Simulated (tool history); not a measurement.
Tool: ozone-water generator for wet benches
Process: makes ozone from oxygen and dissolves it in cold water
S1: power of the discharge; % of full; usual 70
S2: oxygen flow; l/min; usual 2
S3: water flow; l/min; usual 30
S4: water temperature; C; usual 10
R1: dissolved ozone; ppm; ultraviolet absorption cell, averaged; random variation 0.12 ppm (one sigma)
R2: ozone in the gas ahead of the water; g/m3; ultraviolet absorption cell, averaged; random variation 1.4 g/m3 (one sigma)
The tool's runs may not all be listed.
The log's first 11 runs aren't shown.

run,hour,S1,S2,S3,S4,R1,R2
12,284.7,54,1.29,30,10,7.7,266.7
13,314.8,54,1.29,30,10,7.4,266.1
14,335.9,70,2,30,10,10.7,254.8
15,369.7,70,2,30,10,10.5,253
16,406.5,70,3.03,30,10,11.5,200.3
17,422.9,70,1,42,7,5.4,374.3
18,455.5,70,3.56,30,10,12.2,184
19,481.4,70,3.56,30,8,12.4,181.9
20,509.2,49,1.18,26,6,7.9,261.4
21,543.2,93,1.14,30,5,10.7,424.8
22,576.3,90,1.18,26,11,12.3,404.3
23,603.1,90,1.18,26,11,12.7,406.1
24,635.6,67,1.49,22,10,13.3,288.8
25,666.1,67,1.49,22,10,13.1,287.3
26,685.7,67,1.49,22,10,13.3,289.4
27,703.2,67,1.49,22,10,13.2,285.1
28,740.4,67,3.15,24,10,14.5,189.9
29,766.9,67,3.15,24,10,14.6,187.5
30,785.8,67,3.15,24,10,14.3,188.8
31,802.2,67,3.15,24,10,14.4,188.7
32,818.2,67,3.15,21,10,16.4,189.4

Forecast each of these 3 alternatives for the next run:
A,841.8,67,1.89,21,10,?,?
B,841.8,67,1.29,21,10,?,?
C,841.8,70,2.22,30,10,?,?

run,R1,R2
A,14.6,251.7
B,13.3,310.8
C,10.7,237.4
Without the tool's hidden state the same runs would have given:
run,R1,R2
A,15.4,263.6
B,13.9,325.5
C,11.3,249.1
